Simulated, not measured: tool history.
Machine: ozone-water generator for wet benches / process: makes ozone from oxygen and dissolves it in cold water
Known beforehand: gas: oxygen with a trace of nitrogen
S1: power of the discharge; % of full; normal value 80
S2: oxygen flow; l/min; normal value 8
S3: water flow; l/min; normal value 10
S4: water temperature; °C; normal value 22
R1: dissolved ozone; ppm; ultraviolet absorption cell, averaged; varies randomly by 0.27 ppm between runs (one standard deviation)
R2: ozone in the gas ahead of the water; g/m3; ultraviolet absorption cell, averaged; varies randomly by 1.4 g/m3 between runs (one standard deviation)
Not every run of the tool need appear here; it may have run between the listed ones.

{"run": 1, "hour": 0.0, "S1": 80, "S2": 8, "S3": 10, "S4": 22, "R1": 40, "R2": 255.6}
{"run": 2, "hour": 53.8, "S1": 80, "S2": 8, "S3": 12, "S4": 22, "R1": 35.5, "R2": 258.2}
{"run": 3, "hour": 121.0, "S1": 80, "S2": 8, "S3": 10, "S4": 22, "R1": 40.1, "R2": 253.8}
{"run": 4, "hour": 192.1, "S1": 80, "S2": 8, "S3": 15, "S4": 22, "R1": 30.1, "R2": 257.8}
{"run": 5, "hour": 229.0, "S1": 82, "S2": 8, "S3": 10, "S4": 22, "R1": 41.1, "R2": 261.4}
{"run": 6, "hour": 286.4, "S1": 82, "S2": 8, "S3": 10, "S4": 22, "R1": 41.2, "R2": 260.7}
{"run": 7, "hour": 320.7, "S1": 82, "S2": 8, "S3": 10, "S4": 22, "R1": 40.7, "R2": 260.7}
{"run": 8, "hour": 383.8, "S1": 82, "S2": 8, "S3": 10, "S4": 22, "R1": 40.8, "R2": 264.1}
{"run": 9, "hour": 438.1, "S1": 82, "S2": 8, "S3": 10, "S4": 22, "R1": 41, "R2": 262.6}
{"run": 10, "hour": 485.0, "S1": 82, "S2": 8, "S3": 10, "S4": 28, "R1": 34.9, "R2": 260.1}
{"run": 11, "hour": 530.8, "S1": 82, "S2": 8, "S3": 10, "S4": 28, "R1": 35.3, "R2": 260.9}
{"run": 12, "hour": 596.1, "S1": 82, "S2": 8, "S3": 10, "S4": 17, "R1": 45.6, "R2": 260}
{"run": 13, "hour": 656.7, "S1": 82, "S2": 8, "S3": 10, "S4": 17, "R1": 45.9, "R2": 263.3}
{"run": 14, "hour": 716.1, "S1": 80, "S2": 8, "S3": 11, "S4": 22, "R1": 37.5, "R2": 256.7}
{"run": 15, "hour": 781.4, "S1": 80, "S2": 8, "S3": 10, "S4": 22, "R1": 39.8, "R2": 255.3}
{"run": 16, "hour": 838.5, "S1": 80, "S2": 8, "S3": 10, "S4": 22, "R1": 39.6, "R2": 257.4}
{"run": 17, "hour": 873.2, "S1": 76, "S2": 11.42, "S3": 6, "S4": 27, "R1": 39.6, "R2": 215.7}
{"run": 18, "hour": 941.4, "S1": 60, "S2": 12.04, "S3": 12, "S4": 17, "R1": 29.9, "R2": 172.5}
{"run": 19, "hour": 1009.0, "S1": 60, "S2": 4.77, "S3": 12, "S4": 17, "R1": 30.9, "R2": 245.4}
{"run": 20, "hour": 1059.8, "S1": 60, "S2": 4.77, "S3": 12, "S4": 17, "R1": 30.9, "R2": 243.6}
{"run": 21, "hour": 1098.6, "S1": 64, "S2": 7.61, "S3": 12, "S4": 19, "R1": 31.4, "R2": 214.6}
{"run": 22, "hour": 1156.5, "S1": 72, "S2": 14.36, "S3": 10, "S4": 17, "R1": 37.5, "R2": 185.4}
{"run": 23, "hour": 1227.2, "S1": 65, "S2": 14.36, "S3": 8, "S4": 29, "R1": 27.8, "R2": 173.5}
{"run": 24, "hour": 1280.9, "S1": 52, "S2": 9.33, "S3": 8, "S4": 22, "R1": 30.7, "R2": 169.9}
{"run": 25, "hour": 1327.7, "S1": 80, "S2": 8, "S3": 15, "S4": 22, "R1": 29.7, "R2": 251.8}
{"run": 26, "hour": 1362.1, "S1": 80, "S2": 8, "S3": 15, "S4": 22, "R1": 29.7, "R2": 252}
{"run": 27, "hour": 1438.2, "S1": 80, "S2": 8, "S3": 7, "S4": 22, "R1": 48.5, "R2": 253.1}
{"run": 28, "hour": 1493.5, "S1": 90, "S2": 8, "S3": 12, "S4": 22, "R1": 38.2, "R2": 275.5}
{"run": 29, "hour": 1535.9, "S1": 80, "S2": 9.33, "S3": 10, "S4": 22, "R1": 39.2, "R2": 237.6}
{"run": 30, "hour": 1592.2, "S1": 80, "S2": 9.33, "S3": 10, "S4": 22, "R1": 38.7, "R2": 239.6}
{"run": 31, "hour": 1650.6, "S1": 40, "S2": 6.59, "S3": 13, "S4": 28, "R1": 16.5, "R2": 154.7}

Forecast each of these 3 alternatives for the next run:
{"run": "A", "hour": 1718.6, "S1": 49, "S2": 10.79, "S3": 7, "S4": 22, "R1": "?", "R2": "?"}
{"run": "B", "hour": 1718.6, "S1": 49, "S2": 4.19, "S3": 13, "S4": 15, "R1": "?", "R2": "?"}
{"run": "C", "hour": 1718.6, "S1": 69, "S2": 8, "S3": 7, "S4": 24, "R1": "?", "R2": "?"}

run=A R1=29.8 R2=152.9
run=B R1=24.9 R2=213.2
run=C R1=40.4 R2=224.8
Stripped of hidden state, with their random variation kept, the same runs would have yielded:
run=A R1=31.3 R2=156.1
run=B R1=26.4 R2=217.6
run=C R1=42.8 R2=231.4

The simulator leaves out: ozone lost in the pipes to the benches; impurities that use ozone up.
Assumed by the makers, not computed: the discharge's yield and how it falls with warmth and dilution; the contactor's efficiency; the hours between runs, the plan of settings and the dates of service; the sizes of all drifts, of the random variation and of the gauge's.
